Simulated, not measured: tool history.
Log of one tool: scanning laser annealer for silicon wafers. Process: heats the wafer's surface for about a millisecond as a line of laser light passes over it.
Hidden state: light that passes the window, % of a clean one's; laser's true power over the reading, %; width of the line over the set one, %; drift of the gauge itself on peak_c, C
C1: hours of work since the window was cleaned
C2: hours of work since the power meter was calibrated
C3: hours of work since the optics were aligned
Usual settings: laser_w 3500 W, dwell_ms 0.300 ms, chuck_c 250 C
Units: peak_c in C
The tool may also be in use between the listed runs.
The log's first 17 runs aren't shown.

Run 18, hour 164.4: usual settings but dwell_ms 0.216 ms; C1 122; C2 320; C3 320. Result: peak_c 871 C.
Run 19, hour 172.8: usual settings but laser_w 3226 W; C1 128; C2 326; C3 326. Result: peak_c 912 C.
Run 20, hour 180.5: usual settings but dwell_ms 0.307 ms; C1 133; C2 332; C3 332. Result: peak_c 986 C.
Run 21, hour 191.4: usual settings but dwell_ms 0.312 ms; C1 142; C2 340; C3 340. Result: peak_c 991 C.
Run 22, hour 197.6: usual settings but laser_w 3219 W, dwell_ms 0.243 ms; C1 146; C2 345; C3 345. Result: peak_c 843 C.
Run 23, hour 206.0: usual settings but laser_w 3219 W, dwell_ms 0.243 ms; C1 152; C2 351; C3 351. Result: peak_c 843 C.
At hour 208.9: window over the wafer cleaned.
Run 24, hour 213.9: usual settings but laser_w 3219 W, dwell_ms 0.243 ms; C1 4; C2 355; C3 355. Result: peak_c 838 C.
Run 25, hour 226.3: usual settings but laser_w 3219 W, dwell_ms 0.243 ms; C1 13; C2 365; C3 365. Result: peak_c 835 C.
Run 26, hour 236.1: usual settings but dwell_ms 0.244 ms; C1 20; C2 372; C3 372. Result: peak_c 900 C.
At hour 244.0: window over the wafer cleaned, once more.
Run 27, hour 245.2: usual settings but dwell_ms 0.244 ms; C1 1; C2 377; C3 377. Result: peak_c 909 C.
Run 28, hour 253.5: usual settings but laser_w 3687 W, dwell_ms 0.329 ms, chuck_c 230 C; C1 7; C2 383; C3 383. Result: peak_c 1048 C.
Run 29, hour 262.9: usual settings but laser_w 3687 W, dwell_ms 0.329 ms, chuck_c 230 C; C1 14; C2 390; C3 390. Result: peak_c 1047 C.
Run 30, hour 273.9: usual settings but chuck_c 287 C; C1 22; C2 398; C3 398. Result: peak_c 1018 C.
Run 31, hour 285.7: usual settings but chuck_c 287 C; C1 31; C2 407; C3 407. Result: peak_c 1018 C.
Run 32, hour 297.2: usual settings but laser_w 3291 W, dwell_ms 0.264 ms, chuck_c 260 C; C1 39; C2 416; C3 416. Result: peak_c 893 C.
Run 33, hour 308.4: usual settings but laser_w 3220 W, dwell_ms 0.264 ms, chuck_c 232 C; C1 48; C2 424; C3 424. Result: peak_c 851 C.
Run 34, hour 315.8: usual settings but chuck_c 282 C; C1 53; C2 429; C3 429. Result: peak_c 1013 C.
Run 35, hour 325.7: usual settings but chuck_c 282 C; C1 60; C2 437; C3 437. Result: peak_c 1010 C.
Run 36, hour 335.6: usual settings but chuck_c 282 C; C1 68; C2 444; C3 444. Result: peak_c 1008 C.
Run 37, hour 341.4: usual settings but laser_w 3588 W, chuck_c 282 C; C1 72; C2 448; C3 448. Result: peak_c 1030 C.
Run 38, hour 353.1: usual settings but laser_w 3575 W; C1 81; C2 457; C3 457. Result: peak_c 995 C.
Run 39, hour 362.2: usual settings but laser_w 3243 W, dwell_ms 0.367 ms; C1 87; C2 464; C3 464. Result: peak_c 984 C.
Run 40, hour 372.2: usual settings but laser_w 3620 W, dwell_ms 0.214 ms; C1 95; C2 471; C3 471. Result: peak_c 886 C.
Run 41, hour 381.4: usual settings but laser_w 3191 W, dwell_ms 0.368 ms, chuck_c 266 C; C1 102; C2 478; C3 478. Result: peak_c 986 C.

3 ways to go on from here, each from the tool as it stands after run 41. What would each give?
Run A, hour 392.8: usual settings but laser_w 3458 W, dwell_ms 0.218 ms, chuck_c 225 C; C1 110; C2 486; C3 486. Result: peak_c ?.
Run B, hour 392.8: usual settings but chuck_c 279 C; C1 110; C2 486; C3 486. Result: peak_c ?.
Run C, hour 392.8: usual settings but laser_w 3494 W, dwell_ms 0.368 ms, chuck_c 266 C; C1 110; C2 486; C3 486. Result: peak_c ?.

run  peak_c
  A     830
  B    1000
  C    1069
Without the tool's hidden state the same runs would have given:
run  peak_c
  A     850
  B    1024
  C    1095
